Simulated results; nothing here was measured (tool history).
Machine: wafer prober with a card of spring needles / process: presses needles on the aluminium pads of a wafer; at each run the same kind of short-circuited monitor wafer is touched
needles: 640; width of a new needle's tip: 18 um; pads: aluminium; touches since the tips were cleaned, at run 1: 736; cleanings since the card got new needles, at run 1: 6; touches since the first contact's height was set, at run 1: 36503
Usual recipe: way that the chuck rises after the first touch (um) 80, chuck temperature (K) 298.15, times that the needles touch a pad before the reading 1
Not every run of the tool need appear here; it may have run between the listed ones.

run,day,way that the chuck rises after the first touch (um),chuck temperature (K),times that the needles touch a pad before the reading,touches since the tips were cleaned,cleanings since the card got new needles,touches since the first contact's height was set,resistance of one needle with its contact and lead (mohm),way that a needle slides on the pad (um)
1,0.000,80,298.15,1,736,6,36503,145,20.77
# day 0.438: tips cleaned on abrasive film
# day 0.875: tips cleaned on abrasive film
2,1.125,80,323.15,1,3015,8,49970,164,20.56
# day 1.342: tips cleaned on abrasive film
# day 1.779: tips cleaned on abrasive film
# day 2.217: tips cleaned on abrasive film
# day 2.762: tips cleaned on abrasive film
# day 3.200: tips cleaned on abrasive film
# day 3.746: tips cleaned on abrasive film
3,3.783,80,323.15,1,465,14,81788,147,20.49
# day 4.221: tips cleaned on abrasive film
# day 4.654: tips cleaned on abrasive film
# day 5.092: tips cleaned on abrasive film
4,5.433,80,323.15,1,4117,17,101582,173,20.48
# day 5.546: tips cleaned on abrasive film
# day 5.983: tips cleaned on abrasive film
# day 6.529: tips cleaned on abrasive film
5,6.617,80,323.15,1,1081,20,115725,159,20.44
# day 7.054: tips cleaned on abrasive film
# day 7.492: tips cleaned on abrasive film
# day 8.038: tips cleaned on abrasive film
6,8.388,80,298.15,1,4232,23,136940,167,20.33
# day 8.500: tips cleaned on abrasive film
# day 9.042: tips cleaned on abrasive film
# day 9.479: tips cleaned on abrasive film
7,9.575,80,298.15,1,1163,26,151168,151,20.13
# day 10.012: tips cleaned on abrasive film
# day 10.450: tips cleaned on abrasive film
# day 10.888: tips cleaned on abrasive film
# day 11.433: tips cleaned on abrasive film
8,11.483,80,298.15,1,622,30,173999,145,19.98
# day 11.921: tips cleaned on abrasive film
# day 12.150: height of the first contact set anew
# day 12.371: tips cleaned on abrasive film
9,12.708,80,298.15,1,4116,32,6728,166,20.73
# day 12.821: tips cleaned on abrasive film
# day 13.367: tips cleaned on abrasive film
# day 13.912: tips cleaned on abrasive film
# day 14.350: tips cleaned on abrasive film
# day 14.788: tips cleaned on abrasive film
10,15.162,80,303.15,2,4538,37,36092,156,20.74
# day 15.275: tips cleaned on abrasive film
# day 15.712: tips cleaned on abrasive film
# day 16.146: tips cleaned on abrasive film
# day 16.692: tips cleaned on abrasive film
11,16.829,98,303.15,1,1650,41,56032,149,25.33
# day 17.158: tips cleaned on abrasive film
# day 17.704: tips cleaned on abrasive film
# day 18.246: tips cleaned on abrasive film
# day 18.683: tips cleaned on abrasive film
# day 19.121: tips cleaned on abrasive film
12,19.312,68,353.15,1,2325,46,85791,181,17.24
# day 19.642: tips cleaned on abrasive film
# day 20.079: tips cleaned on abrasive film
# day 20.517: tips cleaned on abrasive film
# day 21.062: tips cleaned on abrasive film
# day 21.496: tips cleaned on abrasive film
13,21.850,68,353.15,1,4276,51,116195,195,17.21
# day 21.962: tips cleaned on abrasive film
# day 22.400: tips cleaned on abrasive film
# day 22.946: tips cleaned on abrasive film
# day 23.383: tips cleaned on abrasive film
14,23.746,98,299.15,2,4371,55,138855,149,24.98
# day 23.858: tips cleaned on abrasive film
# day 24.292: tips cleaned on abrasive film
# day 24.729: tips cleaned on abrasive film
15,24.917,63,346.15,3,2234,58,152849,164,15.64
# day 25.246: tips cleaned on abrasive film
# day 25.788: tips cleaned on abrasive film
# day 26.333: tips cleaned on abrasive film
16,26.562,80,298.15,2,2750,61,172583,155,20.17
# day 26.783: tips cleaned on abrasive film
# day 27.221: tips cleaned on abrasive film
# day 27.342: height of the first contact set anew
# day 27.775: tips cleaned on abrasive film
# day 28.321: tips cleaned on abrasive film
17,28.625,80,298.15,2,3665,65,15423,157,20.75
# day 28.846: tips cleaned on abrasive film
# day 29.392: tips cleaned on abrasive film
# day 29.829: tips cleaned on abrasive film
# day 30.371: tips cleaned on abrasive film
18,30.550,80,298.15,2,2132,69,38459,156,20.46

Below are 4 alternative next runs, each starting from the tool's condition after run 18. Predict each:
# day 30.879: tips cleaned on abrasive film
# day 31.312: tips cleaned on abrasive film
# day 31.750: tips cleaned on abrasive film
# day 32.296: tips cleaned on abrasive film
A,32.729,91,298.15,1,5209,73,64571,?,?
# day 30.879: tips cleaned on abrasive film
# day 31.312: tips cleaned on abrasive film
# day 31.750: tips cleaned on abrasive film
# day 32.296: tips cleaned on abrasive film
B,32.729,85,303.15,1,5209,73,64571,?,?
# day 30.879: tips cleaned on abrasive film
# day 31.312: tips cleaned on abrasive film
# day 31.750: tips cleaned on abrasive film
# day 32.296: tips cleaned on abrasive film
C,32.729,73,397.15,2,5209,73,64571,?,?
# day 30.879: tips cleaned on abrasive film
# day 31.312: tips cleaned on abrasive film
# day 31.750: tips cleaned on abrasive film
# day 32.296: tips cleaned on abrasive film
D,32.729,82,298.15,1,5209,73,64571,?,?

run,resistance of one needle with its contact and lead (mohm),way that a needle slides on the pad (um)
A,167,23.40
B,173,21.86
C,178,18.71
D,173,21.03
Without the tool's unlogged condition, the same runs would have read:
run,resistance of one needle with its contact and lead (mohm),way that a needle slides on the pad (um)
A,136,23.65
B,139,22.11
C,154,18.95
D,137,21.28
